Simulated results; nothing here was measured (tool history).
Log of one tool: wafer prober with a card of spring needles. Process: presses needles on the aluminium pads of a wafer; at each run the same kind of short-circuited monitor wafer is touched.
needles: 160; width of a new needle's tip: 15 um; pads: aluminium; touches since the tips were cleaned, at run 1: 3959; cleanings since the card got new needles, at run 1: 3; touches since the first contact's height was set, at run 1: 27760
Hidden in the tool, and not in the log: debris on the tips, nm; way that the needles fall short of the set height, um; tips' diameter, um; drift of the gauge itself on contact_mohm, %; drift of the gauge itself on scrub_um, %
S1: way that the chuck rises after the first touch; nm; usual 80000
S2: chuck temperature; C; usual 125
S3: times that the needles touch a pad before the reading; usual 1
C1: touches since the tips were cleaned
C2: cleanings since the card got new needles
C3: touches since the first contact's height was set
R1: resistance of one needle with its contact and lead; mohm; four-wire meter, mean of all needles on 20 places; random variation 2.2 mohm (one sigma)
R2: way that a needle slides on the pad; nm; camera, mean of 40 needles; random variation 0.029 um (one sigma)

Run 1, hour 0: usual settings; C1 3959; C2 3; C3 27760. Result: R1 250 mohm, R2 21970 nm.
Run 2, hour 7.4: usual settings; C1 5663; C2 3; C3 29464. Result: R1 252 mohm, R2 22000 nm.
At hour 12.9: tips cleaned on abrasive film.
Run 3, hour 14.2: usual settings; C1 297; C2 4; C3 30996. Result: R1 247 mohm, R2 21920 nm.
Run 4, hour 19.5: usual settings but S2 90 C; C1 1507; C2 4; C3 32206. Result: R1 241 mohm, R2 21990 nm.
Run 5, hour 26.3: usual settings but S2 90 C; C1 3069; C2 4; C3 33768. Result: R1 242 mohm, R2 21870 nm.
Run 6, hour 32.4: usual settings but S2 90 C; C1 4476; C2 4; C3 35175. Result: R1 238 mohm, R2 21940 nm.
Run 7, hour 37.3: usual settings but S2 90 C; C1 5586; C2 4; C3 36285. Result: R1 241 mohm, R2 21860 nm.
At hour 42.8: tips cleaned on abrasive film.
Run 8, hour 44.1: usual settings; C1 279; C2 5; C3 37819. Result: R1 251 mohm, R2 21880 nm.
Run 9, hour 50.1: usual settings; C1 1676; C2 5; C3 39216. Result: R1 247 mohm, R2 21850 nm.
Run 10, hour 55.7: usual settings; C1 2943; C2 5; C3 40483. Result: R1 250 mohm, R2 21800 nm.
Run 11, hour 60.1: usual settings; C1 3967; C2 5; C3 41507. Result: R1 250 mohm, R2 21810 nm.
Run 12, hour 66.2: usual settings; C1 5355; C2 5; C3 42895. Result: R1 250 mohm, R2 21810 nm.
Run 13, hour 71.5: usual settings but S2 31 C; C1 6568; C2 5; C3 44108. Result: R1 223 mohm, R2 21740 nm.
At hour 72.8: tips cleaned on abrasive film.
Run 14, hour 76: usual settings but S1 62000 nm; C1 751; C2 6; C3 45129. Result: R1 254 mohm, R2 16890 nm.
Run 15, hour 84.7: usual settings but S2 30 C; C1 2740; C2 6; C3 47118. Result: R1 221 mohm, R2 21780 nm.
Run 16, hour 89.8: usual settings but S2 30 C; C1 3905; C2 6; C3 48283. Result: R1 228 mohm, R2 21770 nm.
Run 17, hour 97.1: usual settings; C1 5574; C2 6; C3 49952. Result: R1 246 mohm, R2 21730 nm.
At hour 102.6: tips cleaned on abrasive film.
Run 18, hour 105.2: usual settings; C1 604; C2 7; C3 51797. Result: R1 247 mohm, R2 21760 nm.
Run 19, hour 114.2: usual settings; C1 2664; C2 7; C3 53857. Result: R1 245 mohm, R2 21680 nm.
Run 20, hour 123: usual settings but S1 95000 nm, S2 88 C; C1 4686; C2 7; C3 55879. Result: R1 234 mohm, R2 25660 nm.
Run 21, hour 130.6: usual settings but S1 79000 nm, S2 88 C, S3 2; C1 6438; C2 7; C3 57631. Result: R1 242 mohm, R2 21400 nm.
At hour 132.8: tips cleaned on abrasive film.
Run 22, hour 138.8: usual settings but S1 79000 nm, S2 88 C, S3 2; C1 1375; C2 8; C3 59481. Result: R1 238 mohm, R2 21370 nm.
Run 23, hour 142.9: usual settings but S1 67000 nm, S2 82 C; C1 2309; C2 8; C3 60415. Result: R1 242 mohm, R2 18080 nm.
Run 24, hour 149.3: usual settings but S1 67000 nm, S2 28 C, S3 2; C1 3775; C2 8; C3 61881. Result: R1 226 mohm, R2 18030 nm.
Run 25, hour 154.9: usual settings but S1 74000 nm, S2 35 C; C1 5072; C2 8; C3 63178. Result: R1 226 mohm, R2 19980 nm.
Run 26, hour 161: usual settings but S2 97 C, S3 3; C1 6457; C2 8; C3 64563. Result: R1 241 mohm, R2 21570 nm.
At hour 162.9: tips cleaned on abrasive film.
Run 27, hour 170.7: usual settings but S1 94000 nm, S2 31 C, S3 2; C1 1785; C2 9; C3 66766. Result: R1 224 mohm, R2 25330 nm.
Run 28, hour 180.3: usual settings but S1 72000 nm, S2 44 C, S3 2; C1 3994; C2 9; C3 68975. Result: R1 230 mohm, R2 19450 nm.
Run 29, hour 185.6: usual settings but S1 84000 nm, S2 31 C; C1 5214; C2 9; C3 70195. Result: R1 225 mohm, R2 22670 nm.
At hour 193: tips cleaned on abrasive film.
Run 30, hour 194.3: usual settings but S1 91000 nm; C1 284; C2 10; C3 72160. Result: R1 248 mohm, R2 24520 nm.
Run 31, hour 202: usual settings but S1 91000 nm; C1 2050; C2 10; C3 73926. Result: R1 248 mohm, R2 24470 nm.
Run 32, hour 206: usual settings but S1 70000 nm, S2 28 C, S3 2; C1 2977; C2 10; C3 74853. Result: R1 224 mohm, R2 18810 nm.
Run 33, hour 211.1: usual settings but S1 70000 nm, S2 28 C, S3 2; C1 4149; C2 10; C3 76025. Result: R1 227 mohm, R2 18860 nm.
Run 34, hour 216.9: usual settings but S1 93000 nm, S2 120 C, S3 3; C1 5477; C2 10; C3 77353. Result: R1 248 mohm, R2 24960 nm.

Hidden state at the last listed run before each entry between runs and at the first one after, where it differs:
Between runs 2 and 3: tips cleaned on abrasive film (hour 12.9)
  debris on the tips, nm: 1 -> 0.2; drift of the gauge itself on scrub_um, %: -0.08 -> -0.14
  measured less the result without the state, R2: -10 -> -40 nm
Between runs 7 and 8: tips cleaned on abrasive film (hour 42.8)
  debris on the tips, nm: 1 -> 0.2; drift of the gauge itself on scrub_um, %: -0.38 -> -0.45
  measured less the result without the state, R2: -90 -> -100 nm
Between runs 13 and 14: tips cleaned on abrasive film (hour 72.8)
  debris on the tips, nm: 1.1 -> 0.3; way that the needles fall short of the set height, um: 0 -> 0.01; drift of the gauge itself on scrub_um, %: -0.73 -> -0.77
  measured less the result without the state, R2: -160 -> -130 nm
Between runs 17 and 18: tips cleaned on abrasive film (hour 102.6)
  debris on the tips, nm: 1 -> 0.2; drift of the gauge itself on scrub_um, %: -0.99 -> -1.07
  measured less the result without the state, R2: -220 -> -230 nm
Between runs 21 and 22: tips cleaned on abrasive film (hour 132.8)
  debris on the tips, nm: 1.1 -> 0.4; drift of the gauge itself on scrub_um, %: -1.33 -> -1.41
  measured less the result without the state, R2: -290 -> -310 nm
Between runs 26 and 27: tips cleaned on abrasive film (hour 162.9)
  debris on the tips, nm: 1.1 -> 0.5; drift of the gauge itself on scrub_um, %: -1.64 -> -1.73
  measured less the result without the state, R2: -360 -> -450 nm
Between runs 29 and 30: tips cleaned on abrasive film (hour 193)
  debris on the tips, nm: 1 -> 0.1; drift of the gauge itself on scrub_um, %: -1.89 -> -1.97
  measured less the result without the state, R2: -440 -> -500 nm
